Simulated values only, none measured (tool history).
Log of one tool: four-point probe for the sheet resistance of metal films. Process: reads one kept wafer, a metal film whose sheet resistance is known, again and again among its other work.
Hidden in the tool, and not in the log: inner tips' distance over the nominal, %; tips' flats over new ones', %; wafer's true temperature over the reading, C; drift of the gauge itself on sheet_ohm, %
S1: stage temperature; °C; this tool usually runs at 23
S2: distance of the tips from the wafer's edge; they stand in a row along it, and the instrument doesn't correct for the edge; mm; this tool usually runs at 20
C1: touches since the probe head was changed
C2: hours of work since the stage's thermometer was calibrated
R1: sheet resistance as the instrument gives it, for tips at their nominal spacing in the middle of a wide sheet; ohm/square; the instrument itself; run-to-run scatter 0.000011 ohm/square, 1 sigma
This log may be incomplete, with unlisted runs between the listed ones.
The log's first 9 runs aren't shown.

run	hour	S1	S2	C1	C2	R1
10	733.5	23	20	35258	1863	0.054066
11	812.7	23	20	36558	1913	0.054075
12	889	23	20	37810	1962	0.054059
13	978	23	20	39272	2018	0.054057
14	1071	23	20	40799	2077	0.054068
15	1138	23	20	41899	2120	0.054061
16	1179.5	23	20	42581	2146	0.054059
17	1260.1	21	20	43904	2198	0.054026
18	1329.3	21	20	45041	2242	0.054048
19	1402.9	23	50	46249	2288	0.054015
20	1485.8	23	13	47610	2341	0.054186
21	1580.6	23	13	49166	2401	0.054172
22	1661.6	23	13	50496	2453	0.05418
23	1703.1	26	4	51177	2479	0.055846
24	1761.4	26	4	52135	2516	0.055817
25	1805.9	33	6	52865	2544	0.055018
26	1909.3	25	20	54563	2610	0.054131
27	1964.6	23	10	55471	2645	0.054313
28	2038.8	23	10	56690	2692	0.054304
29	2085.6	23	10	57458	2722	0.054313
30	2134.1	35	45	58254	2753	0.054275
31	2237.3	35	45	59948	2819	0.054262
32	2292.1	22	19	60849	2853	0.054108
# hour 2354.8: stage's thermometer calibrated
33	2371.8	32	41	62149	11	0.054343

3 options for the next run, each taken on its own from the tool as it stands now. Forecast them:
A	2418.8	31	43	62921	41	?
B	2418.8	23	3	62921	41	?
C	2418.8	32	16	62921	41	?

run	R1
A	0.054351
B	0.057186
C	0.054439
Take away the tool's hidden state, keep each run's random variation, and the runs would have read:
run	R1
A	0.054286
B	0.057117
C	0.054374

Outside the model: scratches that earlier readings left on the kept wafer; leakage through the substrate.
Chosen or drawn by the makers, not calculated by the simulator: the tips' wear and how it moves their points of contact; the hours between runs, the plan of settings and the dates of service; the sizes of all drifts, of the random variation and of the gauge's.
